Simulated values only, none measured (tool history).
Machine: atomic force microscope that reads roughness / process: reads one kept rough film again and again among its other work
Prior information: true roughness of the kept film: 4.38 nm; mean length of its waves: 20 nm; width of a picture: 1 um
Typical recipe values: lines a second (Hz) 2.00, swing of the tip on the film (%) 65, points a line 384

run,day,lines a second (Hz),swing of the tip on the film (%),points a line,roughness of the kept film (nm (root mean square))
1,0.000,2.00,65,384,1.749
# day 0.188: new tip fitted
2,1.508,2.00,65,384,1.952
# day 1.975: new tip fitted
3,2.942,2.00,65,384,2.115
# day 3.817: new tip fitted
4,4.512,2.00,82,384,1.983
# day 5.521: new tip fitted
5,6.050,2.00,65,384,2.425
# day 7.342: new tip fitted
6,8.125,2.00,65,384,2.310
# day 9.071: new tip fitted
7,9.579,2.00,65,384,2.460
# day 10.833: new tip fitted
8,11.633,2.00,65,384,2.305
# day 12.533: new tip fitted
9,13.633,2.00,65,384,2.034
# day 14.358: new tip fitted
10,15.475,2.00,65,1009,2.091
# day 16.067: new tip fitted
# day 16.288: height scale calibrated on a step standard
11,16.388,2.00,65,1009,2.672
12,17.542,2.00,65,1009,1.854
# day 17.875: new tip fitted
# day 19.612: new tip fitted
13,19.612,2.00,65,1009,3.046
14,21.158,2.00,65,1009,1.793
# day 21.358: new tip fitted
# day 23.058: new tip fitted
15,23.283,2.00,65,1009,2.791
# day 24.825: new tip fitted
16,24.979,2.00,65,344,2.783
17,25.825,2.00,65,384,2.098
# day 26.512: new tip fitted
18,26.775,2.00,65,384,2.722
# day 28.229: new tip fitted
19,28.467,2.00,65,384,2.690
20,29.542,2.00,65,384,1.920
# day 29.983: new tip fitted
21,30.688,1.08,65,384,2.389
# day 31.800: new tip fitted
22,32.292,1.08,65,384,2.632
# day 33.667: new tip fitted
23,34.125,2.00,65,384,2.533
# day 35.350: new tip fitted
24,35.804,2.00,65,384,2.554
# day 37.092: new tip fitted
25,37.171,0.53,65,384,3.144
# day 38.783: new tip fitted
26,39.138,2.00,88,325,2.132
# day 40.462: new tip fitted
27,40.771,2.63,59,769,2.634
# day 42.179: new tip fitted
28,42.179,2.12,88,384,2.409
29,43.304,2.00,89,959,1.646
# day 43.925: new tip fitted
30,44.704,2.00,89,396,1.817
# day 45.729: new tip fitted
31,46.296,1.57,61,363,2.533
# day 47.454: new tip fitted
32,47.604,1.57,61,363,2.872
33,48.783,1.57,61,363,1.957
# day 49.217: new tip fitted
34,50.050,2.53,62,384,2.264
# day 50.942: new tip fitted
35,51.917,1.64,56,440,2.225
# day 52.683: new tip fitted
36,52.867,1.64,68,440,2.794
# day 54.371: new tip fitted
37,54.512,0.78,68,866,3.019
38,55.604,2.20,73,815,1.846
# day 56.112: new tip fitted
39,56.567,2.20,73,815,2.383
# day 57.808: new tip fitted
40,57.808,2.20,67,278,2.894
41,59.117,1.37,70,384,1.920
# day 59.529: new tip fitted
42,60.192,0.72,88,882,2.298
# day 61.212: new tip fitted
43,61.646,0.72,88,882,2.551
# day 62.917: new tip fitted
44,63.388,0.85,75,384,2.608
# day 64.658: new tip fitted
45,64.912,0.87,86,532,2.670
# day 66.492: new tip fitted
46,66.829,2.00,78,384,2.419
# day 68.329: new tip fitted
47,68.821,2.00,90,384,1.978
48,69.908,1.79,68,271,1.710
# day 70.050: new tip fitted
49,71.404,1.79,68,271,1.865

Branching from run 49: 4 alternative next runs. What would each branch give?
# day 71.750: new tip fitted
A,72.688,1.79,68,686,?
# day 71.750: new tip fitted
B,72.688,2.96,76,384,?
# day 71.750: new tip fitted
C,72.688,3.39,68,271,?
# day 71.750: new tip fitted
D,72.688,3.26,63,329,?

run,roughness of the kept film (nm (root mean square))
A,2.134
B,1.804
C,1.909
D,2.001
What these runs would have given with no unlogged condition in the tool:
run,roughness of the kept film (nm (root mean square))
A,3.048
B,2.576
C,2.726
D,2.857
